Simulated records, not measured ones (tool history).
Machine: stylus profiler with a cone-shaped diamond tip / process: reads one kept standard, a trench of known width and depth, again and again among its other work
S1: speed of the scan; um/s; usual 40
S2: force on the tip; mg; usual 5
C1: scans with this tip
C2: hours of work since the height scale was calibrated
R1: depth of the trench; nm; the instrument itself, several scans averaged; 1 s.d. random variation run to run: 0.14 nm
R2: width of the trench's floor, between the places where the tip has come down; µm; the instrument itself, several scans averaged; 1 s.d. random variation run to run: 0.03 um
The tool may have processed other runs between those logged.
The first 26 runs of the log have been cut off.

run    hour   S1     S2     C1   C2      R1     R2
 27  1438.8   31  10.75  16440  219  516.82  15.37
 28  1508.5   31  10.75  16710  252  516.53  15.37
 29  1573.9   23   2.77  16963  284  506.17  15.34
 30  1624.5   32   3.98  17159  308  508.33  15.34
 31  1662.6  145  13.34  17306  327  519.14  15.12
 32  1714.2   95   2.26  17506  352  505.21  14.96
 33  1758.8   95   2.26  17679  373  505.24  14.88
 34  1814.9   26  12.41  17896  401  518.18  15.24
 35  1870.8   26  12.41  18112  428  517.91  15.26
 36  1947.3   90  10.84  18408  465  516.28   15.2
 37  2016.8  137  11.68  18678  498  517.24  15.02
 38  2084.6  137  11.68  18940  531  517.27  15.01
 39  2150.2   24   2.09  19194  563  504.42  15.17
 40  2210.8   24  12.24  19428  592  517.49  15.23
 41  2262.4   14   7.71  19628  617  512.55   15.3
 42  2343.4   14   7.71  19942  656  512.51  15.22
 43  2422.7  124   1.89  20249  695  503.74  14.51
 44    2495   31   3.95  20529  730  507.24  15.06
 45  2578.8   31   3.95  20853  770  507.13  15.04
 46  2662.6  146   7.57  21178  811  511.86  14.73

Branching from run 46: 3 alternative next runs. What would each branch give?
  A  2713.3  146  1.78  21374  835   ?   ?
  B  2713.3   14  2.09  21374  835   ?   ?
  C  2713.3  153     2  21374  835   ?   ?

run      R1     R2
  A  503.36  14.29
  B  503.93  15.03
  C  503.95  14.34
Without the tool's unlogged condition, the same runs would have read:
run      R1     R2
  A  505.12  16.17
  B  505.69   16.9
  C  505.71  16.22
